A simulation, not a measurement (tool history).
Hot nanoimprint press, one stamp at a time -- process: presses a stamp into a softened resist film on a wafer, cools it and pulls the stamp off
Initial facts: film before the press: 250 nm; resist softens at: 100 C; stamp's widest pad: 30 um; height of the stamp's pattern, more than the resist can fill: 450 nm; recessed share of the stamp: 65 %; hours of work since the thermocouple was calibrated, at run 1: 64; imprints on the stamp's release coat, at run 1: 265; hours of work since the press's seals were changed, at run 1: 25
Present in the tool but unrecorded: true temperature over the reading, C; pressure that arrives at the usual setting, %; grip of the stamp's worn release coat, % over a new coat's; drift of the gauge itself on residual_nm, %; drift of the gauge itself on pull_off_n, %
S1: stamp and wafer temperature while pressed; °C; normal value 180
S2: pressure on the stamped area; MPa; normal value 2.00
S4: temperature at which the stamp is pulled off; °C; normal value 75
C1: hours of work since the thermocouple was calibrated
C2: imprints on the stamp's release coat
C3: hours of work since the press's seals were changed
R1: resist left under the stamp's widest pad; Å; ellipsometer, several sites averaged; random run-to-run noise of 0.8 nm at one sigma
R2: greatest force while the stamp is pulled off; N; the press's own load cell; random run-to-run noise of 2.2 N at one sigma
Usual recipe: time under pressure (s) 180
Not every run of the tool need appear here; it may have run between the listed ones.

{"run": 1, "day": 0.0, "S1": 180, "S2": 2.0, "time under pressure (s)": 180, "S4": 75, "C1": 64, "C2": 265, "C3": 25, "R1": 1021, "R2": 104}
{"run": 2, "day": 1.279, "S1": 180, "S2": 2.0, "time under pressure (s)": 180, "S4": 75, "C1": 84, "C2": 368, "C3": 46, "R1": 1044, "R2": 102}
{"run": 3, "day": 2.383, "S1": 180, "S2": 2.0, "time under pressure (s)": 180, "S4": 75, "C1": 102, "C2": 457, "C3": 63, "R1": 1055, "R2": 109}
{"run": 4, "day": 3.921, "S1": 180, "S2": 2.0, "time under pressure (s)": 297, "S4": 75, "C1": 126, "C2": 580, "C3": 88, "R1": 857, "R2": 108}
{"run": 5, "day": 5.45, "S1": 180, "S2": 2.0, "time under pressure (s)": 297, "S4": 75, "C1": 150, "C2": 704, "C3": 112, "R1": 861, "R2": 109}
{"run": 6, "day": 7.158, "S1": 180, "S2": 2.0, "time under pressure (s)": 297, "S4": 75, "C1": 178, "C2": 841, "C3": 139, "R1": 853, "R2": 114}
{"day": 8.129, "done": "stamp cleaned and given a new release coat"}
{"run": 7, "day": 8.392, "S1": 180, "S2": 2.0, "time under pressure (s)": 126, "S4": 75, "C1": 193, "C2": 21, "C3": 155, "R1": 1206, "R2": 100}
{"run": 8, "day": 9.771, "S1": 180, "S2": 2.0, "time under pressure (s)": 126, "S4": 75, "C1": 215, "C2": 132, "C3": 177, "R1": 1199, "R2": 99}
{"run": 9, "day": 10.771, "S1": 180, "S2": 2.0, "time under pressure (s)": 126, "S4": 75, "C1": 231, "C2": 213, "C3": 193, "R1": 1225, "R2": 98}
{"run": 10, "day": 12.275, "S1": 180, "S2": 2.0, "time under pressure (s)": 126, "S4": 75, "C1": 255, "C2": 334, "C3": 216, "R1": 1218, "R2": 107}
{"run": 11, "day": 13.021, "S1": 180, "S2": 2.0, "time under pressure (s)": 126, "S4": 75, "C1": 267, "C2": 394, "C3": 228, "R1": 1221, "R2": 106}
{"run": 12, "day": 14.554, "S1": 180, "S2": 2.0, "time under pressure (s)": 126, "S4": 75, "C1": 291, "C2": 517, "C3": 253, "R1": 1223, "R2": 110}
{"run": 13, "day": 15.654, "S1": 180, "S2": 2.0, "time under pressure (s)": 126, "S4": 75, "C1": 309, "C2": 606, "C3": 270, "R1": 1230, "R2": 110}
{"run": 14, "day": 16.779, "S1": 184, "S2": 2.71, "time under pressure (s)": 180, "S4": 75, "C1": 326, "C2": 696, "C3": 288, "R1": 843, "R2": 109}
{"run": 15, "day": 18.342, "S1": 184, "S2": 1.48, "time under pressure (s)": 128, "S4": 75, "C1": 351, "C2": 822, "C3": 313, "R1": 1259, "R2": 111}
{"day": 19.525, "done": "stamp cleaned and given a new release coat"}
{"run": 16, "day": 20.3, "S1": 168, "S2": 2.0, "time under pressure (s)": 269, "S4": 75, "C1": 378, "C2": 63, "C3": 340, "R1": 1350, "R2": 98}
{"run": 17, "day": 21.038, "S1": 180, "S2": 2.0, "time under pressure (s)": 180, "S4": 74, "C1": 390, "C2": 122, "C3": 352, "R1": 1077, "R2": 100}

Estimate the outcome of run 18 from the log above:
{"run": 18, "day": 22.229, "S1": 180, "S2": 2.0, "time under pressure (s)": 180, "S4": 74, "C1": 409, "C2": 218, "C3": 371, "R1": "?", "R2": "?"}

R1: 1091 Å
R2: 104 N
Had the tool carried no hidden state, the very same run would have given R1 1032 Å, R2 97 N.
